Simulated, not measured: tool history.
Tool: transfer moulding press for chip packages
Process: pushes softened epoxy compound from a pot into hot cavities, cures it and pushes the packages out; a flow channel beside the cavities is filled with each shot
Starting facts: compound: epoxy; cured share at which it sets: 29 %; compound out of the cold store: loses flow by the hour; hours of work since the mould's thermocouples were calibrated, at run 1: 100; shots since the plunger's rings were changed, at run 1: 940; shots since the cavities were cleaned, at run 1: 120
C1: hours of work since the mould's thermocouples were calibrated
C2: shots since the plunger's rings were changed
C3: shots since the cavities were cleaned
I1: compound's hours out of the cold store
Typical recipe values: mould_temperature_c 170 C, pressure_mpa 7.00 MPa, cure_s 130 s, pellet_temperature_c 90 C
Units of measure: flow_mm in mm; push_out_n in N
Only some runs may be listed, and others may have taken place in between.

run 1 day=0.000 | mould_temperature_c=170 pressure_mpa=7.00 cure_s=130 pellet_temperature_c=90 | C1=100 C2=940 C3=120 | I1=17.8 | flow_mm=1010 push_out_n=205
-- day=1.825 cavities cleaned with cleaning compound and waxed
run 2 day=1.825 | mould_temperature_c=170 pressure_mpa=7.00 cure_s=130 pellet_temperature_c=90 | C1=119 C2=1245 C3=0 | I1=19.8 | flow_mm=995 push_out_n=177
run 3 day=3.567 | mould_temperature_c=169 pressure_mpa=7.00 cure_s=130 pellet_temperature_c=90 | C1=138 C2=1547 C3=302 | I1=38.9 | flow_mm=904 push_out_n=256
-- day=4.350 cavities cleaned with cleaning compound and waxed
run 4 day=5.312 | mould_temperature_c=170 pressure_mpa=7.00 cure_s=130 pellet_temperature_c=90 | C1=157 C2=1840 C3=168 | I1=13.2 | flow_mm=1018 push_out_n=229
run 5 day=6.158 | mould_temperature_c=170 pressure_mpa=7.00 cure_s=130 pellet_temperature_c=90 | C1=166 C2=1986 C3=314 | I1=32.0 | flow_mm=923 push_out_n=257
-- day=6.779 cavities cleaned with cleaning compound and waxed
run 6 day=7.571 | mould_temperature_c=170 pressure_mpa=7.00 cure_s=130 pellet_temperature_c=90 | C1=181 C2=2220 C3=137 | I1=20.9 | flow_mm=978 push_out_n=213
run 7 day=8.646 | mould_temperature_c=170 pressure_mpa=7.00 cure_s=130 pellet_temperature_c=90 | C1=193 C2=2407 C3=324 | I1=29.5 | flow_mm=930 push_out_n=270
-- day=9.212 cavities cleaned with cleaning compound and waxed
run 8 day=10.175 | mould_temperature_c=170 pressure_mpa=7.00 cure_s=130 pellet_temperature_c=90 | C1=209 C2=2661 C3=167 | I1=34.2 | flow_mm=907 push_out_n=224
run 9 day=11.054 | mould_temperature_c=172 pressure_mpa=7.00 cure_s=111 pellet_temperature_c=90 | C1=219 C2=2814 C3=320 | I1=43.0 | flow_mm=858 push_out_n=282
-- day=11.667 cavities cleaned with cleaning compound and waxed
run 10 day=11.900 | mould_temperature_c=170 pressure_mpa=6.29 cure_s=131 pellet_temperature_c=80 | C1=227 C2=2950 C3=41 | I1=15.7 | flow_mm=941 push_out_n=186
run 11 day=12.929 | mould_temperature_c=170 pressure_mpa=6.29 cure_s=131 pellet_temperature_c=80 | C1=239 C2=3128 C3=219 | I1=13.5 | flow_mm=949 push_out_n=246
-- day=14.112 cavities cleaned with cleaning compound and waxed
run 12 day=14.812 | mould_temperature_c=170 pressure_mpa=6.29 cure_s=131 pellet_temperature_c=80 | C1=259 C2=3444 C3=121 | I1=17.3 | flow_mm=932 push_out_n=214
run 13 day=15.908 | mould_temperature_c=175 pressure_mpa=6.29 cure_s=131 pellet_temperature_c=80 | C1=271 C2=3634 C3=311 | I1=46.5 | flow_mm=786 push_out_n=239
-- day=16.612 cavities cleaned with cleaning compound and waxed
run 14 day=17.267 | mould_temperature_c=170 pressure_mpa=5.63 cure_s=150 pellet_temperature_c=90 | C1=285 C2=3859 C3=114 | I1=15.8 | flow_mm=887 push_out_n=193
run 15 day=18.617 | mould_temperature_c=170 pressure_mpa=7.00 cure_s=119 pellet_temperature_c=83 | C1=300 C2=4093 C3=348 | I1=40.0 | flow_mm=870 push_out_n=286
-- day=19.142 cavities cleaned with cleaning compound and waxed
run 16 day=20.129 | mould_temperature_c=163 pressure_mpa=8.78 cure_s=129 pellet_temperature_c=97 | C1=316 C2=4344 C3=171 | I1=35.7 | flow_mm=1015 push_out_n=311

Branching from run 16: 3 alternative next runs. What would each branch give?
-- day=21.575 cavities cleaned with cleaning compound and waxed
run A day=21.575 | mould_temperature_c=164 pressure_mpa=7.75 cure_s=130 pellet_temperature_c=90 | C1=331 C2=4585 C3=0 | I1=16.6 | flow_mm=? push_out_n=?
-- day=21.575 cavities cleaned with cleaning compound and waxed
run B day=21.575 | mould_temperature_c=170 pressure_mpa=7.75 cure_s=118 pellet_temperature_c=82 | C1=331 C2=4585 C3=0 | I1=29.7 | flow_mm=? push_out_n=?
-- day=21.575 cavities cleaned with cleaning compound and waxed
run C day=21.575 | mould_temperature_c=170 pressure_mpa=7.00 cure_s=130 pellet_temperature_c=95 | C1=331 C2=4585 C3=0 | I1=17.2 | flow_mm=? push_out_n=?

run=A flow_mm=1053 push_out_n=248
run=B flow_mm=955 push_out_n=199
run=C flow_mm=964 push_out_n=177
With the hidden condition removed and each run's random variation left untouched, the same runs would have given:
run=A flow_mm=1113 push_out_n=264
run=B flow_mm=1009 push_out_n=208
run=C flow_mm=1018 push_out_n=182

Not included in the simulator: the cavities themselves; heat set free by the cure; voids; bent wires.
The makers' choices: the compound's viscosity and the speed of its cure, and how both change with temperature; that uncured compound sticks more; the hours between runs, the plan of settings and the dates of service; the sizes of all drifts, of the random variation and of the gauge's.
